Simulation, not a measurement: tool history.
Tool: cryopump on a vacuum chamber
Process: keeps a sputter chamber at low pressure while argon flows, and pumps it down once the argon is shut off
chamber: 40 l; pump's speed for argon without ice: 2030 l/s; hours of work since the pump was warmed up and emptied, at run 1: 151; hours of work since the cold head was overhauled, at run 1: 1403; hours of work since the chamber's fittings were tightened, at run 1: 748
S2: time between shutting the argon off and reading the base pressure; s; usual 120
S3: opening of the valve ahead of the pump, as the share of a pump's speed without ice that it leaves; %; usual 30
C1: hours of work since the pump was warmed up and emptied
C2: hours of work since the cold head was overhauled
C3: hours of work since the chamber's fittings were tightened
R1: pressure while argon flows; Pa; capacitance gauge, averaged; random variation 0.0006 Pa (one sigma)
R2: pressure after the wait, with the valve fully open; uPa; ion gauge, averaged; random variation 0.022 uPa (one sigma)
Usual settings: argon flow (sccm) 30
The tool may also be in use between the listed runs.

run 1 hour=0 | argon_flow_(sccm)=30 S2=120 S3=30 | C1=151 C2=1403 C3=748 | R1=0.0831 R2=1.1
run 2 hour=38.1 | argon_flow_(sccm)=30 S2=120 S3=30 | C1=179 C2=1431 C3=776 | R1=0.0833 R2=1.11
run 3 hour=103.4 | argon_flow_(sccm)=28 S2=120 S3=30 | C1=227 C2=1480 C3=824 | R1=0.0795 R2=1.05
run 4 hour=167.9 | argon_flow_(sccm)=30 S2=78 S3=30 | C1=275 C2=1527 C3=872 | R1=0.0845 R2=1.46
run 5 hour=232.6 | argon_flow_(sccm)=30 S2=78 S3=30 | C1=322 C2=1575 C3=919 | R1=0.0842 R2=1.45
run 6 hour=270.8 | argon_flow_(sccm)=30 S2=120 S3=30 | C1=350 C2=1603 C3=947 | R1=0.0848 R2=1.21
run 7 hour=319.2 | argon_flow_(sccm)=30 S2=120 S3=30 | C1=386 C2=1639 C3=983 | R1=0.0848 R2=1.25
run 8 hour=371.8 | argon_flow_(sccm)=30 S2=26 S3=30 | C1=425 C2=1677 C3=1022 | R1=0.0848 R2=3.04
run 9 hour=399.2 | argon_flow_(sccm)=30 S2=41 S3=30 | C1=445 C2=1697 C3=1042 | R1=0.0847 R2=2.2
run 10 hour=464.5 | argon_flow_(sccm)=30 S2=41 S3=30 | C1=493 C2=1746 C3=1090 | R1=0.0835 R2=2.24
run 11 hour=530.5 | argon_flow_(sccm)=30 S2=120 S3=26 | C1=542 C2=1794 C3=1139 | R1=0.099 R2=1.36
run 12 hour=595.1 | argon_flow_(sccm)=30 S2=120 S3=26 | C1=589 C2=1842 C3=1186 | R1=0.0981 R2=1.36
run 13 hour=627.3 | argon_flow_(sccm)=30 S2=120 S3=26 | C1=613 C2=1866 C3=1210 | R1=0.0978 R2=1.39
run 14 hour=678.1 | argon_flow_(sccm)=13 S2=36 S3=26 | C1=651 C2=1903 C3=1248 | R1=0.0432 R2=2.51
run 15 hour=726.4 | argon_flow_(sccm)=30 S2=222 S3=22 | C1=686 C2=1939 C3=1283 | R1=0.1161 R2=1.24
run 16 hour=769.6 | argon_flow_(sccm)=14 S2=120 S3=30 | C1=718 C2=1971 C3=1315 | R1=0.0407 R2=1.45
run 17 hour=811.7 | argon_flow_(sccm)=30 S2=120 S3=52 | C1=749 C2=2002 C3=1346 | R1=0.0501 R2=1.49
run 18 hour=853.5 | argon_flow_(sccm)=30 S2=120 S3=52 | C1=780 C2=2032 C3=1377 | R1=0.0514 R2=1.48
run 19 hour=894 | argon_flow_(sccm)=30 S2=120 S3=52 | C1=810 C2=2062 C3=1407 | R1=0.0512 R2=1.55
run 20 hour=960.5 | argon_flow_(sccm)=30 S2=120 S3=52 | C1=859 C2=2111 C3=1456 | R1=0.0511 R2=1.55
run 21 hour=1012 | argon_flow_(sccm)=36 S2=44 S3=46 | C1=897 C2=2149 C3=1494 | R1=0.0681 R2=2.44
run 22 hour=1067.9 | argon_flow_(sccm)=50 S2=40 S3=30 | C1=938 C2=2190 C3=1535 | R1=0.1438 R2=2.59
run 23 hour=1129.3 | argon_flow_(sccm)=50 S2=40 S3=30 | C1=983 C2=2236 C3=1580 | R1=0.1455 R2=2.68

The same runs without the tool's hidden state, with the same run-to-run variation:
The hidden state here: pump's speed, % of a pump's without ice; cold plate's temperature, K; leak into the chamber, uPa l/s; drift of the gauge itself on working_pa, %; drift of the gauge itself on base_upa, %.
run=1 R1=0.0825 R2=0.65
run=2 R1=0.0826 R2=0.64
run=3 R1=0.0787 R2=0.57
run=4 R1=0.0836 R2=0.93
run=5 R1=0.0831 R2=0.91
run=6 R1=0.0836 R2=0.63
run=7 R1=0.0835 R2=0.65
run=8 R1=0.0834 R2=2.41
run=9 R1=0.0832 R2=1.57
run=10 R1=0.0819 R2=1.57
run=11 R1=0.0972 R2=0.66
run=12 R1=0.0962 R2=0.62
run=13 R1=0.0957 R2=0.65
run=14 R1=0.0423 R2=1.74
run=15 R1=0.1138 R2=0.43
run=16 R1=0.0395 R2=0.61
run=17 R1=0.0476 R2=0.63
run=18 R1=0.0488 R2=0.62
run=19 R1=0.0485 R2=0.64
run=20 R1=0.0482 R2=0.62
run=21 R1=0.0645 R2=1.47
run=22 R1=0.1385 R2=1.59
run=23 R1=0.1399 R2=1.65
